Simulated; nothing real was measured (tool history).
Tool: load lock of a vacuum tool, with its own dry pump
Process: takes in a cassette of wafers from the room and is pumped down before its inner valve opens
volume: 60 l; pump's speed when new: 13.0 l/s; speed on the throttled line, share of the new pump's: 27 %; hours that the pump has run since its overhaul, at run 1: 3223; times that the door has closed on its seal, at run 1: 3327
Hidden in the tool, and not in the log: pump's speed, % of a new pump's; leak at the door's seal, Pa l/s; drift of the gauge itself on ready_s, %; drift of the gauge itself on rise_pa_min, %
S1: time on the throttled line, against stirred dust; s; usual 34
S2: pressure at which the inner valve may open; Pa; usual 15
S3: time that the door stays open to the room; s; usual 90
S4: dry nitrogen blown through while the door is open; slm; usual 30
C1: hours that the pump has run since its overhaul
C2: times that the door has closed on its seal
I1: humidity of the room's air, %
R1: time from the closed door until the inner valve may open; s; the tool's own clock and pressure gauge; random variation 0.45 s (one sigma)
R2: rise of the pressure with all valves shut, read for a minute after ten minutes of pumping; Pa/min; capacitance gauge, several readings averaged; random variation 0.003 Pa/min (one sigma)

run	hour	S1	S2	S3	S4	C1	C2	I1	R1	R2
1	0	34	15	90	30	3223	3327	45.5	66.8	0.045
2	148.9	34	15	90	30	3372	3927	44.9	67	0.055
3	370.8	34	15	90	30	3594	4823	44.6	66.5	0.071
4	633.8	34	15	90	30	3857	5884	45.9	67.1	0.086
5	886.1	34	15	90	30	4109	6902	46.5	67.2	0.104
6	1095.7	34	15	90	30	4319	7748	39.9	68.1	0.115
7	1366.2	40	15	90	15	4589	8840	47.6	72.4	0.143
8	1601.5	40	15	90	15	4825	9789	48.2	72.5	0.165
9	1758.4	23	15	38	15	4982	10422	44.3	60.8	0.165
10	2060.1	34	25	35	30	5283	11639	44.2	65.2	0.196
11	2313	34	11	90	7	5536	12660	44.3	69.3	0.227
12	2479.4	38	15	53	45	5702	13331	46.1	71.7	0.235

The same runs without the tool's hidden state, with the same run-to-run variation:
run	R1	R2
1	65.6	0.009
2	65.8	0.012
3	65.1	0.015
4	65.6	0.014
5	65.5	0.014
6	66.3	0.009
7	70.5	0.017
8	70.6	0.02
9	58.4	0.01
10	63	0.008
11	66.6	0.019
12	69.1	0.01
